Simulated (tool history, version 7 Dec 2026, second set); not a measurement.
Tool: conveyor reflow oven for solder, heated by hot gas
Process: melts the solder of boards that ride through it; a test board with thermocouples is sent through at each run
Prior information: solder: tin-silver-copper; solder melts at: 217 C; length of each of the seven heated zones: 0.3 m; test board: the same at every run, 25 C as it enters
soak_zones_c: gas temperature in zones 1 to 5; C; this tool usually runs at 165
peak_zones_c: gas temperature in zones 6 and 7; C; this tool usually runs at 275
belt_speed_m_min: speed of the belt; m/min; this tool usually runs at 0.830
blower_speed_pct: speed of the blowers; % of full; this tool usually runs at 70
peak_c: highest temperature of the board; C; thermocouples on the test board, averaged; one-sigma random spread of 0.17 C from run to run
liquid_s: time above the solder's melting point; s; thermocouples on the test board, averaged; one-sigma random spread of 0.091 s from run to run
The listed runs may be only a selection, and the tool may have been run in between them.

run     day  soak_zones_c  peak_zones_c  belt_speed_m_min  blower_speed_pct  peak_c  liquid_s
  1   0.000           165           275             0.830                70   252.8     30.47
  2   0.696           165           275             0.830                70   252.7     30.46
  3   1.479           165           275             0.830                70   252.9     30.46
  4   1.900           165           275             0.830                70   252.6     30.34
  5   2.729           165           275             0.830                53   244.1     24.83
  6   3.583           165           275             0.830                62   249.5     28.20
  7   4.288           165           275             0.830                79   255.7     31.97
  8   4.871           165           275             0.830                79   256.1     31.94
  9   5.396           165           275             0.830                79   255.8     32.09
 10   6.167           158           275             0.830                70   250.8     28.47
 11   6.696           158           275             0.830                70   250.8     28.33
 12   7.129           165           281             0.830                70   257.0     32.40
 13   7.692           165           281             0.830                70   257.4     32.21
 14   8.433           165           275             0.830                82   256.9     32.33
 15   8.850           165           275             0.830                82   256.7     32.46
 16   9.308           165           275             0.830                82   256.8     32.23
 17  10.175           179           271             0.749                67   254.4     37.92
 18  11.079           160           275             0.687                70   258.3     39.34
 19  11.804           174           286             0.979                70   255.6     27.61
 20  12.325           174           286             0.979                70   255.3     27.52
 21  12.917           174           286             0.979                73   257.0     28.20
 22  13.421           174           286             0.979                73   256.8     28.12
 23  14.192           179           267             0.669                67   254.2     42.99

Run 24 comes next. What will it give?
 24  14.646           179           267             0.669                67       ?         ?

peak_c: 254.4 C
liquid_s: 43.11 s
With the hidden condition absent and the run-to-run variation left alone, this run would have shown peak_c 254.8 C, liquid_s 43.15 s.

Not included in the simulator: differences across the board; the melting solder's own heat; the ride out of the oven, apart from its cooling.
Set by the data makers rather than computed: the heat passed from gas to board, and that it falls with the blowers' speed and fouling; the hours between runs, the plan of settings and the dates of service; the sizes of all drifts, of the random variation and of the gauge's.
